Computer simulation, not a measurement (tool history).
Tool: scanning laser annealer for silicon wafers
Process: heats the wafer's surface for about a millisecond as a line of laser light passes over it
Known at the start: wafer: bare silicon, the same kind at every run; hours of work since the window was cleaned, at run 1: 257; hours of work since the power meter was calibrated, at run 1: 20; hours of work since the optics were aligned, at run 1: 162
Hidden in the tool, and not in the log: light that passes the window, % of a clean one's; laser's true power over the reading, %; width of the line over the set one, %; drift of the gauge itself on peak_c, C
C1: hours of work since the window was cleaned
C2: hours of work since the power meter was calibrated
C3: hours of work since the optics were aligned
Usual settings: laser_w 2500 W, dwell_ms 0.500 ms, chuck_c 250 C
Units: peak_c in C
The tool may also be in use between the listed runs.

{"run": 1, "hour": 0.0, "laser_w": 2500, "dwell_ms": 0.5, "chuck_c": 250, "C1": 257, "C2": 20, "C3": 162, "peak_c": 925}
{"run": 2, "hour": 50.3, "laser_w": 2500, "dwell_ms": 0.553, "chuck_c": 250, "C1": 280, "C2": 43, "C3": 185, "peak_c": 957}
{"run": 3, "hour": 117.8, "laser_w": 2500, "dwell_ms": 0.553, "chuck_c": 250, "C1": 311, "C2": 74, "C3": 217, "peak_c": 957}
{"run": 4, "hour": 163.1, "laser_w": 2500, "dwell_ms": 0.5, "chuck_c": 250, "C1": 332, "C2": 96, "C3": 238, "peak_c": 916}
{"run": 5, "hour": 209.9, "laser_w": 2500, "dwell_ms": 0.5, "chuck_c": 250, "C1": 354, "C2": 117, "C3": 260, "peak_c": 919}
{"run": 6, "hour": 252.2, "laser_w": 2484, "dwell_ms": 0.5, "chuck_c": 250, "C1": 374, "C2": 137, "C3": 279, "peak_c": 909}
{"run": 7, "hour": 318.1, "laser_w": 2484, "dwell_ms": 0.448, "chuck_c": 250, "C1": 405, "C2": 168, "C3": 310, "peak_c": 872}
{"hour": 339.8, "done": "window over the wafer cleaned"}
{"run": 8, "hour": 365.3, "laser_w": 2500, "dwell_ms": 0.537, "chuck_c": 250, "C1": 12, "C2": 189, "C3": 331, "peak_c": 966}
{"run": 9, "hour": 399.8, "laser_w": 2500, "dwell_ms": 0.537, "chuck_c": 250, "C1": 28, "C2": 205, "C3": 347, "peak_c": 966}
{"run": 10, "hour": 456.7, "laser_w": 2345, "dwell_ms": 0.5, "chuck_c": 250, "C1": 54, "C2": 231, "C3": 374, "peak_c": 895}
{"run": 11, "hour": 505.5, "laser_w": 2500, "dwell_ms": 0.5, "chuck_c": 250, "C1": 77, "C2": 254, "C3": 396, "peak_c": 938}
{"run": 12, "hour": 542.8, "laser_w": 2500, "dwell_ms": 0.442, "chuck_c": 250, "C1": 95, "C2": 271, "C3": 414, "peak_c": 896}
{"run": 13, "hour": 592.0, "laser_w": 2500, "dwell_ms": 0.442, "chuck_c": 250, "C1": 117, "C2": 294, "C3": 437, "peak_c": 892}
{"run": 14, "hour": 664.8, "laser_w": 2500, "dwell_ms": 0.442, "chuck_c": 250, "C1": 151, "C2": 328, "C3": 470, "peak_c": 889}
{"run": 15, "hour": 725.4, "laser_w": 2500, "dwell_ms": 0.442, "chuck_c": 250, "C1": 180, "C2": 356, "C3": 499, "peak_c": 886}
{"run": 16, "hour": 780.4, "laser_w": 2500, "dwell_ms": 0.442, "chuck_c": 250, "C1": 205, "C2": 382, "C3": 524, "peak_c": 883}
{"run": 17, "hour": 817.2, "laser_w": 2500, "dwell_ms": 0.572, "chuck_c": 250, "C1": 222, "C2": 399, "C3": 541, "peak_c": 969}
{"run": 18, "hour": 851.6, "laser_w": 2500, "dwell_ms": 0.374, "chuck_c": 250, "C1": 238, "C2": 415, "C3": 557, "peak_c": 832}
{"run": 19, "hour": 882.8, "laser_w": 2500, "dwell_ms": 0.5, "chuck_c": 250, "C1": 253, "C2": 430, "C3": 572, "peak_c": 920}
{"run": 20, "hour": 946.5, "laser_w": 2500, "dwell_ms": 0.5, "chuck_c": 250, "C1": 283, "C2": 459, "C3": 602, "peak_c": 916}
{"run": 21, "hour": 1009.8, "laser_w": 2500, "dwell_ms": 0.5, "chuck_c": 257, "C1": 312, "C2": 489, "C3": 631, "peak_c": 922}
{"run": 22, "hour": 1079.0, "laser_w": 2500, "dwell_ms": 0.5, "chuck_c": 257, "C1": 344, "C2": 521, "C3": 663, "peak_c": 918}
{"run": 23, "hour": 1133.3, "laser_w": 2500, "dwell_ms": 0.5, "chuck_c": 257, "C1": 370, "C2": 546, "C3": 689, "peak_c": 915}
{"run": 24, "hour": 1188.8, "laser_w": 2500, "dwell_ms": 0.5, "chuck_c": 257, "C1": 395, "C2": 572, "C3": 714, "peak_c": 913}
{"hour": 1196.1, "done": "laser's power meter calibrated"}
{"hour": 1233.5, "done": "window over the wafer cleaned"}
{"run": 25, "hour": 1236.1, "laser_w": 2500, "dwell_ms": 0.5, "chuck_c": 257, "C1": 1, "C2": 18, "C3": 734, "peak_c": 947}
{"run": 26, "hour": 1284.1, "laser_w": 2500, "dwell_ms": 0.5, "chuck_c": 257, "C1": 24, "C2": 40, "C3": 757, "peak_c": 947}
{"hour": 1350.5, "done": "laser's power meter calibrated, once more"}
{"run": 27, "hour": 1354.6, "laser_w": 2541, "dwell_ms": 0.524, "chuck_c": 220, "C1": 55, "C2": 2, "C3": 788, "peak_c": 937}
{"run": 28, "hour": 1412.1, "laser_w": 2541, "dwell_ms": 0.524, "chuck_c": 220, "C1": 82, "C2": 29, "C3": 815, "peak_c": 933}
{"run": 29, "hour": 1479.9, "laser_w": 2310, "dwell_ms": 0.524, "chuck_c": 220, "C1": 113, "C2": 60, "C3": 846, "peak_c": 864}
{"run": 30, "hour": 1510.5, "laser_w": 2310, "dwell_ms": 0.524, "chuck_c": 220, "C1": 128, "C2": 75, "C3": 861, "peak_c": 866}
{"run": 31, "hour": 1580.4, "laser_w": 2310, "dwell_ms": 0.524, "chuck_c": 220, "C1": 160, "C2": 107, "C3": 893, "peak_c": 862}
{"run": 32, "hour": 1623.4, "laser_w": 2500, "dwell_ms": 0.356, "chuck_c": 215, "C1": 180, "C2": 127, "C3": 913, "peak_c": 785}
{"run": 33, "hour": 1654.9, "laser_w": 2500, "dwell_ms": 0.359, "chuck_c": 263, "C1": 195, "C2": 142, "C3": 928, "peak_c": 831}
{"run": 34, "hour": 1696.8, "laser_w": 2500, "dwell_ms": 0.403, "chuck_c": 276, "C1": 214, "C2": 161, "C3": 947, "peak_c": 881}
{"run": 35, "hour": 1732.1, "laser_w": 2500, "dwell_ms": 0.403, "chuck_c": 276, "C1": 231, "C2": 178, "C3": 964, "peak_c": 877}
{"run": 36, "hour": 1786.6, "laser_w": 2500, "dwell_ms": 0.403, "chuck_c": 276, "C1": 256, "C2": 203, "C3": 989, "peak_c": 879}
{"run": 37, "hour": 1827.7, "laser_w": 2232, "dwell_ms": 0.403, "chuck_c": 212, "C1": 275, "C2": 222, "C3": 1008, "peak_c": 745}
{"run": 38, "hour": 1861.1, "laser_w": 2232, "dwell_ms": 0.403, "chuck_c": 212, "C1": 291, "C2": 238, "C3": 1024, "peak_c": 743}
{"run": 39, "hour": 1893.1, "laser_w": 2741, "dwell_ms": 0.492, "chuck_c": 272, "C1": 306, "C2": 253, "C3": 1039, "peak_c": 996}
{"run": 40, "hour": 1931.8, "laser_w": 2266, "dwell_ms": 0.522, "chuck_c": 250, "C1": 324, "C2": 271, "C3": 1057, "peak_c": 864}
{"run": 41, "hour": 1967.6, "laser_w": 2531, "dwell_ms": 0.407, "chuck_c": 230, "C1": 341, "C2": 287, "C3": 1074, "peak_c": 834}

3 ways to go on from here, each from the tool as it stands after run 41. What would each give?
{"run": "A", "hour": 2004.1, "laser_w": 2500, "dwell_ms": 0.365, "chuck_c": 222, "C1": 358, "C2": 304, "C3": 1091, "peak_c": "?"}
{"run": "B", "hour": 2004.1, "laser_w": 2531, "dwell_ms": 0.5, "chuck_c": 250, "C1": 358, "C2": 304, "C3": 1091, "peak_c": "?"}
{"run": "C", "hour": 2004.1, "laser_w": 2546, "dwell_ms": 0.407, "chuck_c": 230, "C1": 358, "C2": 304, "C3": 1091, "peak_c": "?"}

run=A peak_c=786
run=B peak_c=917
run=C peak_c=838
Without the tool's hidden state the same runs would have given:
run=A peak_c=819
run=B peak_c=956
run=C peak_c=873
